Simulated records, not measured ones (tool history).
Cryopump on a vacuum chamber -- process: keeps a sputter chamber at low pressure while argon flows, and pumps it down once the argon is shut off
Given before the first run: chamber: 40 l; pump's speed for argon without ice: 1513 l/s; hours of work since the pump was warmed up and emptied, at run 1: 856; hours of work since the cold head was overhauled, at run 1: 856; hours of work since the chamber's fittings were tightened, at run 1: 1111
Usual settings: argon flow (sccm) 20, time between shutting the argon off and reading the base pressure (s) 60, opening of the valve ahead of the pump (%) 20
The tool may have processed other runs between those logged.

run     day  argon flow (sccm)  time between shutting the argon off and reading the base pressure (s)  opening of the valve ahead of the pump (%)  hours of work since the pump was warmed up and emptied  hours of work since the cold head was overhauled  hours of work since the chamber's fittings were tightened  pressure while argon flows (Pa)  pressure after the wait (uPa)
  1       0                 20                                                                     60                                          20                                                     856                                               856                                                       1111                           0.1176                           2.19
  2   0.904                 20                                                                     60                                          20                                                     867                                               867                                                       1121                           0.1171                           2.16
  3   2.496                 20                                                                     60                                          20                                                     884                                               884                                                       1139                            0.118                           2.18
  4   4.042                 20                                                                     60                                          20                                                     902                                               902                                                       1156                           0.1177                           2.11
  5   5.821                 20                                                                     60                                          20                                                     922                                               922                                                       1176                           0.1186                           2.15
  6   7.317                 20                                                                     60                                          20                                                     938                                               938                                                       1193                           0.1177                           2.18
  7   8.767                 21                                                                     88                                          20                                                     955                                               955                                                       1209                           0.1237                           1.78
  8   9.988                 38                                                                     29                                          19                                                     968                                               968                                                       1223                           0.2361                           3.73
  9  11.192                 17                                                                     31                                          59                                                     982                                               982                                                       1236                           0.0382                           3.47
 10  12.429                 31                                                                     23                                          20                                                     996                                               996                                                       1250                           0.1848                           4.36
 11  14.112                 34                                                                     61                                          19                                                    1015                                              1015                                                       1269                           0.2118                           2.18
 12  15.692                 34                                                                     61                                          19                                                    1032                                              1032                                                       1287                           0.2119                           2.22

Below are 5 alternative next runs, each starting from the tool's condition after run 12. Predict each:
  A  17.221                 14                                                                     60                                          19                                                    1049                                              1049                                                       1304                                ?                              ?
  B  17.221                 40                                                                    200                                          20                                                    1049                                              1049                                                       1304                                ?                              ?
  C  17.221                 39                                                                     29                                          22                                                    1049                                              1049                                                       1304                                ?                              ?
  D  17.221                 39                                                                    200                                          50                                                    1049                                              1049                                                       1304                                ?                              ?
  E  17.221                 20                                                                     60                                          20                                                    1049                                              1049                                                       1304                                ?                              ?

run  pressure while argon flows (Pa)  pressure after the wait (uPa)
  A                           0.0879                           2.23
  B                           0.2375                           1.34
  C                           0.2125                           3.79
  D                           0.1021                           1.33
  E                           0.1191                           2.25
What these runs would have given with no unlogged condition in the tool:
run  pressure while argon flows (Pa)  pressure after the wait (uPa)
  A                           0.0825                           1.48
  B                           0.2223                           0.59
  C                           0.1976                           3.02
  D                           0.0871                           0.59
  E                           0.1114                            1.5
